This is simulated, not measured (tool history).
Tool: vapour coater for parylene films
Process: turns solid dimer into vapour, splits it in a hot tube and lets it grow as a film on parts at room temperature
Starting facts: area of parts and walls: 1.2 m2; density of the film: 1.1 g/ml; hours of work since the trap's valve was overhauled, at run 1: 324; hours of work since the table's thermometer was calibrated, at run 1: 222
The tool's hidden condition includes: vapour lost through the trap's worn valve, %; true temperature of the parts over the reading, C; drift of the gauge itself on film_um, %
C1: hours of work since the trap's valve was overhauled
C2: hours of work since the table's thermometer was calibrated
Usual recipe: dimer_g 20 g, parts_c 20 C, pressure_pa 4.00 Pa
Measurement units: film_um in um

{"run": 1, "day": 0.0, "dimer_g": 20, "parts_c": 20, "pressure_pa": 4.0, "C1": 324, "C2": 222, "film_um": 7.55}
{"run": 2, "day": 0.796, "dimer_g": 17, "parts_c": 20, "pressure_pa": 4.0, "C1": 335, "C2": 233, "film_um": 6.51}
{"run": 3, "day": 1.629, "dimer_g": 17, "parts_c": 20, "pressure_pa": 4.0, "C1": 347, "C2": 245, "film_um": 6.52}
{"run": 4, "day": 2.158, "dimer_g": 17, "parts_c": 20, "pressure_pa": 4.0, "C1": 354, "C2": 252, "film_um": 6.49}
{"run": 5, "day": 2.788, "dimer_g": 20, "parts_c": 20, "pressure_pa": 4.0, "C1": 363, "C2": 261, "film_um": 7.68}
{"run": 6, "day": 3.754, "dimer_g": 20, "parts_c": 20, "pressure_pa": 4.0, "C1": 376, "C2": 274, "film_um": 7.65}
{"run": 7, "day": 4.45, "dimer_g": 20, "parts_c": 12, "pressure_pa": 4.0, "C1": 386, "C2": 284, "film_um": 9.37}
{"day": 5.171, "done": "trap's valve overhauled"}
{"run": 8, "day": 5.262, "dimer_g": 20, "parts_c": 12, "pressure_pa": 4.0, "C1": 1, "C2": 293, "film_um": 9.51}
{"run": 9, "day": 6.017, "dimer_g": 20, "parts_c": 12, "pressure_pa": 4.0, "C1": 12, "C2": 303, "film_um": 9.58}
{"run": 10, "day": 7.062, "dimer_g": 20, "parts_c": 12, "pressure_pa": 4.0, "C1": 26, "C2": 317, "film_um": 9.56}
{"run": 11, "day": 7.779, "dimer_g": 20, "parts_c": 14, "pressure_pa": 4.0, "C1": 36, "C2": 327, "film_um": 9.02}
{"run": 12, "day": 8.812, "dimer_g": 20, "parts_c": 14, "pressure_pa": 2.86, "C1": 50, "C2": 342, "film_um": 9.75}
{"run": 13, "day": 9.529, "dimer_g": 20, "parts_c": 14, "pressure_pa": 2.86, "C1": 60, "C2": 352, "film_um": 9.71}
{"run": 14, "day": 10.354, "dimer_g": 20, "parts_c": 27, "pressure_pa": 4.0, "C1": 72, "C2": 363, "film_um": 6.6}
{"run": 15, "day": 10.975, "dimer_g": 20, "parts_c": 27, "pressure_pa": 4.0, "C1": 80, "C2": 372, "film_um": 6.5}
{"run": 16, "day": 11.704, "dimer_g": 20, "parts_c": 27, "pressure_pa": 4.0, "C1": 90, "C2": 382, "film_um": 6.4}
{"run": 17, "day": 12.567, "dimer_g": 20, "parts_c": 20, "pressure_pa": 4.0, "C1": 102, "C2": 394, "film_um": 7.66}
{"run": 18, "day": 13.638, "dimer_g": 20, "parts_c": 20, "pressure_pa": 4.0, "C1": 117, "C2": 408, "film_um": 7.72}
{"run": 19, "day": 14.454, "dimer_g": 20, "parts_c": 20, "pressure_pa": 4.0, "C1": 128, "C2": 420, "film_um": 7.72}
{"run": 20, "day": 15.033, "dimer_g": 20, "parts_c": 20, "pressure_pa": 4.0, "C1": 136, "C2": 428, "film_um": 7.74}
{"run": 21, "day": 15.588, "dimer_g": 20, "parts_c": 20, "pressure_pa": 4.0, "C1": 144, "C2": 435, "film_um": 7.69}
{"run": 22, "day": 16.033, "dimer_g": 20, "parts_c": 20, "pressure_pa": 4.0, "C1": 150, "C2": 442, "film_um": 7.72}
{"run": 23, "day": 16.717, "dimer_g": 8, "parts_c": 20, "pressure_pa": 4.0, "C1": 160, "C2": 451, "film_um": 3.1}
{"run": 24, "day": 17.775, "dimer_g": 20, "parts_c": 18, "pressure_pa": 4.8, "C1": 174, "C2": 466, "film_um": 7.86}
{"run": 25, "day": 18.879, "dimer_g": 20, "parts_c": 14, "pressure_pa": 3.75, "C1": 190, "C2": 481, "film_um": 9.05}
{"run": 26, "day": 19.888, "dimer_g": 13, "parts_c": 27, "pressure_pa": 4.11, "C1": 204, "C2": 495, "film_um": 4.19}
{"run": 27, "day": 20.717, "dimer_g": 13, "parts_c": 27, "pressure_pa": 4.11, "C1": 215, "C2": 506, "film_um": 4.18}
{"run": 28, "day": 21.446, "dimer_g": 13, "parts_c": 27, "pressure_pa": 4.11, "C1": 225, "C2": 516, "film_um": 4.19}
{"run": 29, "day": 22.221, "dimer_g": 13, "parts_c": 27, "pressure_pa": 4.11, "C1": 236, "C2": 527, "film_um": 4.19}
{"run": 30, "day": 23.079, "dimer_g": 13, "parts_c": 27, "pressure_pa": 4.11, "C1": 248, "C2": 539, "film_um": 4.22}
{"run": 31, "day": 23.783, "dimer_g": 13, "parts_c": 27, "pressure_pa": 4.11, "C1": 257, "C2": 549, "film_um": 4.13}
{"run": 32, "day": 24.562, "dimer_g": 26, "parts_c": 15, "pressure_pa": 4.0, "C1": 268, "C2": 559, "film_um": 11.42}
{"run": 33, "day": 25.2, "dimer_g": 26, "parts_c": 15, "pressure_pa": 4.0, "C1": 277, "C2": 568, "film_um": 11.41}
{"run": 34, "day": 25.862, "dimer_g": 23, "parts_c": 20, "pressure_pa": 7.97, "C1": 286, "C2": 577, "film_um": 7.78}
{"run": 35, "day": 26.729, "dimer_g": 23, "parts_c": 20, "pressure_pa": 7.97, "C1": 298, "C2": 589, "film_um": 7.84}
{"run": 36, "day": 27.375, "dimer_g": 8, "parts_c": 20, "pressure_pa": 4.96, "C1": 307, "C2": 598, "film_um": 2.97}
{"run": 37, "day": 28.246, "dimer_g": 8, "parts_c": 20, "pressure_pa": 4.96, "C1": 319, "C2": 610, "film_um": 2.97}
{"run": 38, "day": 29.233, "dimer_g": 8, "parts_c": 20, "pressure_pa": 4.96, "C1": 333, "C2": 624, "film_um": 2.97}
{"run": 39, "day": 29.85, "dimer_g": 11, "parts_c": 26, "pressure_pa": 6.96, "C1": 341, "C2": 633, "film_um": 3.28}
{"run": 40, "day": 30.679, "dimer_g": 35, "parts_c": 18, "pressure_pa": 7.69, "C1": 353, "C2": 644, "film_um": 12.66}
{"run": 41, "day": 31.454, "dimer_g": 12, "parts_c": 19, "pressure_pa": 2.89, "C1": 364, "C2": 655, "film_um": 4.99}
{"run": 42, "day": 32.108, "dimer_g": 12, "parts_c": 19, "pressure_pa": 2.89, "C1": 373, "C2": 664, "film_um": 5.02}
{"run": 43, "day": 32.942, "dimer_g": 20, "parts_c": 20, "pressure_pa": 10.39, "C1": 384, "C2": 675, "film_um": 6.44}
{"day": 33.758, "done": "trap's valve overhauled"}
{"run": 44, "day": 33.958, "dimer_g": 20, "parts_c": 20, "pressure_pa": 6.24, "C1": 3, "C2": 687, "film_um": 7.09}
{"run": 45, "day": 34.979, "dimer_g": 20, "parts_c": 20, "pressure_pa": 6.24, "C1": 17, "C2": 701, "film_um": 7.09}

Branching from run 45: 5 alternative next runs. What would each branch give?
{"run": "A", "day": 35.612, "dimer_g": 11, "parts_c": 20, "pressure_pa": 6.07, "C1": 26, "C2": 710, "film_um": "?"}
{"run": "B", "day": 35.612, "dimer_g": 20, "parts_c": 15, "pressure_pa": 3.78, "C1": 26, "C2": 710, "film_um": "?"}
{"run": "C", "day": 35.612, "dimer_g": 28, "parts_c": 20, "pressure_pa": 3.82, "C1": 26, "C2": 710, "film_um": "?"}
{"run": "D", "day": 35.612, "dimer_g": 27, "parts_c": 15, "pressure_pa": 4.0, "C1": 26, "C2": 710, "film_um": "?"}
{"run": "E", "day": 35.612, "dimer_g": 20, "parts_c": 15, "pressure_pa": 2.08, "C1": 26, "C2": 710, "film_um": "?"}

run=A film_um=3.96
run=B film_um=8.87
run=C film_um=10.95
run=D film_um=11.91
run=E film_um=9.99
Without the tool's hidden state the same runs would have given:
run=A film_um=3.96
run=B film_um=8.87
run=C film_um=10.95
run=D film_um=11.92
run=E film_um=9.99

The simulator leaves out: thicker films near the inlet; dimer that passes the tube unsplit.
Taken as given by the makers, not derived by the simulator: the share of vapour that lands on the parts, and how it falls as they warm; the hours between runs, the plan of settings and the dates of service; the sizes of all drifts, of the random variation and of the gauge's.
